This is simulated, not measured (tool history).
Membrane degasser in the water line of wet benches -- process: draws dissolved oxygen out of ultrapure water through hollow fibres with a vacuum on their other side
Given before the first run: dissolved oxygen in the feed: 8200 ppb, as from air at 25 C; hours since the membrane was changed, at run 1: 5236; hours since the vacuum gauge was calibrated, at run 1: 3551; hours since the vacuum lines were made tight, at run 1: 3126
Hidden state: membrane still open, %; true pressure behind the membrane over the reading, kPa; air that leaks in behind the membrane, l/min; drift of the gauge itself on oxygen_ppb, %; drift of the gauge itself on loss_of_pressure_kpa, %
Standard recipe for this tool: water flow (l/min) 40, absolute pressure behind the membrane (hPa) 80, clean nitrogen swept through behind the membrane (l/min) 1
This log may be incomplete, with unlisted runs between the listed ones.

run,hour,water flow (l/min),absolute pressure behind the membrane (hPa),clean nitrogen swept through behind the membrane (l/min),hours since the membrane was changed,hours since the vacuum gauge was calibrated,hours since the vacuum lines were made tight,dissolved oxygen in the water behind the degasser (ppb),pressure that the water loses in the fibres (hPa)
1,0,40,80,1,5236,3551,3126,600.2,455.5
2,75.4,40,80,1,5312,3626,3201,591.2,454.3
3,185.9,40,80,1,5422,3737,3311,598.9,456.8
4,305.9,40,80,1,5542,3857,3431,600.7,460.1
5,388.9,40,80,1,5625,3940,3514,607.7,456.4
# hour 405.6: vacuum gauge calibrated
6,459.2,40,80,1,5695,54,3584,596.8,455.4
7,579.3,50,80,1,5815,174,3704,719,572
8,692.5,50,80,1,5928,287,3818,727.4,567.9
9,825.5,50,80,1,6061,420,3951,718.7,570.2
10,919.4,33,80,1.46,6155,514,4044,414.6,377.8
11,1024.4,33,80,1.46,6260,619,4149,415.9,378.7
12,1101.9,56,120.6,0.98,6338,696,4227,1113.2,636.8
13,1188.6,56,120.6,0.98,6424,783,4314,1151.2,641.2
14,1300.3,56,120.6,0.98,6536,895,4425,1143,642.1
15,1364.4,46,129.9,1.03,6600,959,4489,1027.5,525.9
16,1493.1,33,80,0.85,6729,1088,4618,548,375.1
17,1572.6,27,122.1,1.61,6808,1167,4698,477.3,309.2
18,1645.9,33,122.1,0.4,6882,1240,4771,1266.9,379.8

Some steps in dissolved oxygen in the water behind the degasser (ppb) between neighbouring runs. How much of each would the tool show without its hidden state too (settings, what came in, random variation), and how much is left for the hidden state, with any gauge scatter that isn't in both results?
Run 5 -> 6: vacuum gauge calibrated. dissolved oxygen in the water behind the degasser (ppb) -10.9: hidden state -8.7, all else -2.2.
Run 17 -> 18: water flow (l/min) 27 -> 33, clean nitrogen swept through behind the membrane (l/min) 1.61 -> 0.4. dissolved oxygen in the water behind the degasser (ppb) +789.6: hidden state -2.2, all else +791.8.

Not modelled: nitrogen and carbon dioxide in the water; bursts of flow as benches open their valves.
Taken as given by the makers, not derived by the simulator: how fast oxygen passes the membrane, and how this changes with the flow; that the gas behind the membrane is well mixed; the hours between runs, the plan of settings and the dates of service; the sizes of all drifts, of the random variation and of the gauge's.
